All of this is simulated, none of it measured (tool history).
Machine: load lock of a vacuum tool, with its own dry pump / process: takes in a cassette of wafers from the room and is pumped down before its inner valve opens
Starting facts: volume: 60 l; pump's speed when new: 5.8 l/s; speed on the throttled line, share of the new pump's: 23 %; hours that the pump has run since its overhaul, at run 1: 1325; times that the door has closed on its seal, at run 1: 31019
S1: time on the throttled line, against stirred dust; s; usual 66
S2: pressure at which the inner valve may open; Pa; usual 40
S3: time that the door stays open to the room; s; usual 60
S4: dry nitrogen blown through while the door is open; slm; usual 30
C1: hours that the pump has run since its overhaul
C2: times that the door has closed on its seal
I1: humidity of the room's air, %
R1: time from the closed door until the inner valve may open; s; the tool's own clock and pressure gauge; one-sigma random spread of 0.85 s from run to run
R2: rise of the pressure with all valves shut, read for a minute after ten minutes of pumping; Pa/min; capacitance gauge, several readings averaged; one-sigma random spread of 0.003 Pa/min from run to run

{"run": 1, "hour": 0.0, "S1": 66, "S2": 40, "S3": 60, "S4": 30, "C1": 1325, "C2": 31019, "I1": 48.0, "R1": 132.0, "R2": 0.026}
{"run": 2, "hour": 701.3, "S1": 66, "S2": 40, "S3": 60, "S4": 30, "C1": 2027, "C2": 32063, "I1": 44.7, "R1": 132.4, "R2": 0.021}
{"run": 3, "hour": 1035.7, "S1": 66, "S2": 40, "S3": 60, "S4": 30, "C1": 2361, "C2": 32561, "I1": 41.6, "R1": 131.0, "R2": 0.019}
{"run": 4, "hour": 1562.0, "S1": 66, "S2": 40, "S3": 60, "S4": 30, "C1": 2888, "C2": 33345, "I1": 47.9, "R1": 131.5, "R2": 0.022}
{"run": 5, "hour": 2208.1, "S1": 66, "S2": 40, "S3": 60, "S4": 30, "C1": 3534, "C2": 34308, "I1": 48.2, "R1": 132.3, "R2": 0.014}
{"run": 6, "hour": 2746.2, "S1": 66, "S2": 40, "S3": 60, "S4": 30, "C1": 4072, "C2": 35109, "I1": 43.7, "R1": 131.1, "R2": 0.018}
{"run": 7, "hour": 3365.5, "S1": 85, "S2": 40, "S3": 60, "S4": 30, "C1": 4691, "C2": 36032, "I1": 43.9, "R1": 146.6, "R2": 0.022}
{"run": 8, "hour": 3901.3, "S1": 66, "S2": 40, "S3": 60, "S4": 30, "C1": 5227, "C2": 36830, "I1": 43.3, "R1": 131.6, "R2": 0.02}
{"run": 9, "hour": 4389.2, "S1": 66, "S2": 40, "S3": 60, "S4": 30, "C1": 5715, "C2": 37556, "I1": 44.0, "R1": 132.5, "R2": 0.02}
{"run": 10, "hour": 5073.4, "S1": 66, "S2": 40, "S3": 60, "S4": 30, "C1": 6399, "C2": 38576, "I1": 46.1, "R1": 132.4, "R2": 0.017}
{"run": 11, "hour": 5571.6, "S1": 66, "S2": 40, "S3": 60, "S4": 30, "C1": 6897, "C2": 39318, "I1": 45.3, "R1": 133.2, "R2": 0.019}
{"run": 12, "hour": 6037.2, "S1": 66, "S2": 50, "S3": 116, "S4": 30, "C1": 7363, "C2": 40011, "I1": 45.3, "R1": 129.4, "R2": 0.034}
{"run": 13, "hour": 6539.8, "S1": 83, "S2": 46, "S3": 60, "S4": 30, "C1": 7865, "C2": 40760, "I1": 46.6, "R1": 143.7, "R2": 0.022}
{"run": 14, "hour": 7042.0, "S1": 83, "S2": 46, "S3": 60, "S4": 30, "C1": 8368, "C2": 41508, "I1": 43.0, "R1": 145.4, "R2": 0.023}
{"run": 15, "hour": 7358.3, "S1": 95, "S2": 40, "S3": 45, "S4": 30, "C1": 8684, "C2": 41979, "I1": 44.9, "R1": 153.9, "R2": 0.016}
{"run": 16, "hour": 7730.3, "S1": 66, "S2": 30, "S3": 60, "S4": 8, "C1": 9056, "C2": 42533, "I1": 44.7, "R1": 136.5, "R2": 0.036}
{"run": 17, "hour": 8057.4, "S1": 66, "S2": 40, "S3": 30, "S4": 30, "C1": 9383, "C2": 43020, "I1": 45.5, "R1": 131.2, "R2": 0.018}

Branching from run 17: 5 alternative next runs. What would each branch give?
{"run": "A", "hour": 8423.0, "S1": 82, "S2": 40, "S3": 30, "S4": 15, "C1": 9749, "C2": 43565, "I1": 43.9, "R1": "?", "R2": "?"}
{"run": "B", "hour": 8423.0, "S1": 66, "S2": 43, "S3": 62, "S4": 24, "C1": 9749, "C2": 43565, "I1": 42.9, "R1": "?", "R2": "?"}
{"run": "C", "hour": 8423.0, "S1": 54, "S2": 40, "S3": 60, "S4": 30, "C1": 9749, "C2": 43565, "I1": 43.9, "R1": "?", "R2": "?"}
{"run": "D", "hour": 8423.0, "S1": 66, "S2": 39, "S3": 69, "S4": 7, "C1": 9749, "C2": 43565, "I1": 42.8, "R1": "?", "R2": "?"}
{"run": "E", "hour": 8423.0, "S1": 77, "S2": 40, "S3": 30, "S4": 30, "C1": 9749, "C2": 43565, "I1": 45.4, "R1": "?", "R2": "?"}

run=A R1=143.9 R2=0.014
run=B R1=130.7 R2=0.019
run=C R1=122.9 R2=0.023
run=D R1=133.7 R2=0.038
run=E R1=140.4 R2=0.017
With no hidden state in the tool, these same runs would have given:
run=A R1=143.9 R2=0.013
run=B R1=130.6 R2=0.018
run=C R1=122.8 R2=0.022
run=D R1=133.6 R2=0.037
run=E R1=140.3 R2=0.016

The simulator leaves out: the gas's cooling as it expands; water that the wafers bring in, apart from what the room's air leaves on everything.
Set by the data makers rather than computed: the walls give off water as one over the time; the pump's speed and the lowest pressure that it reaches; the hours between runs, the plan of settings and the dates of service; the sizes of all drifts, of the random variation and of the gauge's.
